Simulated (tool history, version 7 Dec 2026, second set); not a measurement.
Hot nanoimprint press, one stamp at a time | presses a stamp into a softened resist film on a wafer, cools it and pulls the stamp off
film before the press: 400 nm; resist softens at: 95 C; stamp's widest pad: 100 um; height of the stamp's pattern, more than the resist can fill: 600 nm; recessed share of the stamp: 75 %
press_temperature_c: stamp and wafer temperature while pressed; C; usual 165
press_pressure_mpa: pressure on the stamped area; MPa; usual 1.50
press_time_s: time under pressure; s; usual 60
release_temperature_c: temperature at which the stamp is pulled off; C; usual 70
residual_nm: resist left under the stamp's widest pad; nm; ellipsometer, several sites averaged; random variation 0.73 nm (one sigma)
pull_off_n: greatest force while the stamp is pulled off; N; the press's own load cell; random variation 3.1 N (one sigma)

Run 1, hour 0.0: usual settings. Result: residual_nm 183.9 nm, pull_off_n 141 N.
At hour 26.6: plate thermocouple calibrated.
Run 2, hour 27.5: usual settings but press_pressure_mpa 1.57 MPa. Result: residual_nm 180.5 nm, pull_off_n 144 N.
Run 3, hour 61.1: usual settings but press_pressure_mpa 2.12 MPa. Result: residual_nm 159.4 nm, pull_off_n 143 N.
Run 4, hour 83.7: usual settings but press_pressure_mpa 2.12 MPa. Result: residual_nm 160.0 nm, pull_off_n 142 N.
Run 5, hour 108.3: usual settings but release_temperature_c 58 C. Result: residual_nm 185.5 nm, pull_off_n 180 N.
Run 6, hour 127.7: usual settings. Result: residual_nm 185.2 nm, pull_off_n 144 N.
At hour 142.3: stamp cleaned and given a new release coat.
Run 7, hour 166.6: usual settings but press_temperature_c 167 C. Result: residual_nm 172.5 nm, pull_off_n 142 N.
Run 8, hour 194.5: usual settings but press_temperature_c 167 C. Result: residual_nm 172.9 nm, pull_off_n 142 N.
Run 9, hour 219.4: usual settings but press_temperature_c 167 C, press_time_s 95 s. Result: residual_nm 141.8 nm, pull_off_n 145 N.
Run 10, hour 241.7: usual settings but press_temperature_c 167 C, press_pressure_mpa 2.18 MPa, press_time_s 95 s. Result: residual_nm 120.2 nm, pull_off_n 140 N.
Run 11, hour 280.1: usual settings but press_temperature_c 167 C, press_pressure_mpa 1.31 MPa, press_time_s 95 s. Result: residual_nm 151.3 nm, pull_off_n 147 N.
Run 12, hour 318.2: usual settings but press_temperature_c 167 C, press_pressure_mpa 2.17 MPa, press_time_s 35 s. Result: residual_nm 183.9 nm, pull_off_n 146 N.
Run 13, hour 349.5: usual settings but press_temperature_c 167 C, press_pressure_mpa 2.21 MPa, press_time_s 77 s, release_temperature_c 73 C. Result: residual_nm 131.0 nm, pull_off_n 139 N.
At hour 379.1: stamp cleaned and given a new release coat.
Run 14, hour 394.2: usual settings but press_temperature_c 157 C, press_pressure_mpa 1.90 MPa, press_time_s 59 s, release_temperature_c 77 C. Result: residual_nm 229.3 nm, pull_off_n 126 N.
Run 15, hour 415.5: usual settings but press_temperature_c 158 C, press_pressure_mpa 1.79 MPa. Result: residual_nm 224.5 nm, pull_off_n 146 N.
Run 16, hour 449.8: usual settings but press_temperature_c 158 C, press_pressure_mpa 1.79 MPa. Result: residual_nm 226.1 nm, pull_off_n 149 N.
Run 17, hour 479.8: usual settings but press_temperature_c 170 C. Result: residual_nm 154.8 nm, pull_off_n 145 N.
Run 18, hour 503.2: usual settings but press_temperature_c 159 C, press_time_s 55 s, release_temperature_c 68 C. Result: residual_nm 238.0 nm, pull_off_n 153 N.
Run 19, hour 535.2: usual settings but press_temperature_c 159 C, press_time_s 55 s, release_temperature_c 68 C. Result: residual_nm 238.0 nm, pull_off_n 150 N.

Hidden state or all else? Some run-to-run changes of residual_nm, split into what the settings, what came in and random variation would give without the hidden state, and what is left for the hidden state (with any gauge scatter that isn't in both results):
The hidden state here: true temperature over the reading, C; pressure that arrives at the usual setting, %; grip of the stamp's worn release coat, % over a new coat's; drift of the gauge itself on residual_nm, %; drift of the gauge itself on pull_off_n, %.
Run 13 -> 14: press_temperature_c 167 -> 157, press_pressure_mpa 2.21 -> 1.90, press_time_s 77 -> 59, release_temperature_c 73 -> 77, stamp cleaned and given a new release coat. residual_nm +98.3 nm: hidden state +1.9, all else +96.4.
Run 17 -> 18: press_temperature_c 170 -> 159, press_time_s 60 -> 55, release_temperature_c 70 -> 68. residual_nm +83.2 nm: hidden state +2.0, all else +81.2.

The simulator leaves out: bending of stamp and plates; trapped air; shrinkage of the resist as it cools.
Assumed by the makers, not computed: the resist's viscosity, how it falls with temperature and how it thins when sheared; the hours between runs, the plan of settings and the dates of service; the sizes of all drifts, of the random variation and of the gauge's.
